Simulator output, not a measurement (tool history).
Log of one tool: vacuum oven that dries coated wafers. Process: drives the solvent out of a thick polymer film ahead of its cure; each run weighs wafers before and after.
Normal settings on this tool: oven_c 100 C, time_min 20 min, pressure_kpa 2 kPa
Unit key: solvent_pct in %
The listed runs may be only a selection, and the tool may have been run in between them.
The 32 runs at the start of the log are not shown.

| run | day | oven_c | time_min | pressure_kpa | hours of work since the thermocouples were calibrated | hours of work since the vacuum gauge was cleaned of residue | solvent_pct |
|---|---|---|---|---|---|---|---|
| 33 | 28.583 | 115 | 12 | 2 | 385 | 385 | 3.12 |
| 34 | 29.633 | 95 | 28 | 1.37 | 395 | 395 | 3.64 |
| 35 | 30.733 | 95 | 28 | 1.37 | 406 | 406 | 3.69 |
| 36 | 31.342 | 85 | 30 | 4.57 | 413 | 413 | 11.55 |
| 37 | 32.075 | 101 | 14 | 1.33 | 420 | 420 | 5.08 |
| 38 | 32.788 | 99 | 17 | 6.98 | 427 | 427 | 10.42 |
| 39 | 33.696 | 88 | 14 | 1.15 | 437 | 437 | 9.07 |
| 40 | 35.054 | 88 | 14 | 1.15 | 450 | 450 | 9.08 |
| 41 | 36.283 | 88 | 14 | 1.15 | 463 | 463 | 9.12 |
| 42 | 37.258 | 87 | 24 | 3.52 | 473 | 473 | 9.98 |
| 43 | 38.604 | 100 | 10 | 1.65 | 486 | 486 | 7.73 |
| 44 | 39.412 | 89 | 18 | 1.65 | 495 | 495 | 7.99 |
| 45 | 40.033 | 94 | 14 | 1.24 | 501 | 501 | 7.43 |
| 46 | 41.221 | 113 | 19 | 3.5 | 513 | 513 | 3.34 |
| 47 | 41.9 | 100 | 16 | 2.77 | 520 | 520 | 6.32 |

What if the next run were any one of these 3? Each begins from the tool's condition after run 47:
| A | 43.275 | 94 | 26 | 5.8 | 534 | 534 | ? |
| B | 43.275 | 100 | 16 | 1.9 | 534 | 534 | ? |
| C | 43.275 | 100 | 23 | 2 | 534 | 534 | ? |

| run | solvent_pct |
|---|---|
| A | 10.34 |
| B | 5.53 |
| C | 4.04 |
The same runs, with their run-to-run variation unchanged, on a tool lacking any hidden condition would have given:
| run | solvent_pct |
|---|---|
| A | 9.69 |
| B | 5.07 |
| C | 3.59 |

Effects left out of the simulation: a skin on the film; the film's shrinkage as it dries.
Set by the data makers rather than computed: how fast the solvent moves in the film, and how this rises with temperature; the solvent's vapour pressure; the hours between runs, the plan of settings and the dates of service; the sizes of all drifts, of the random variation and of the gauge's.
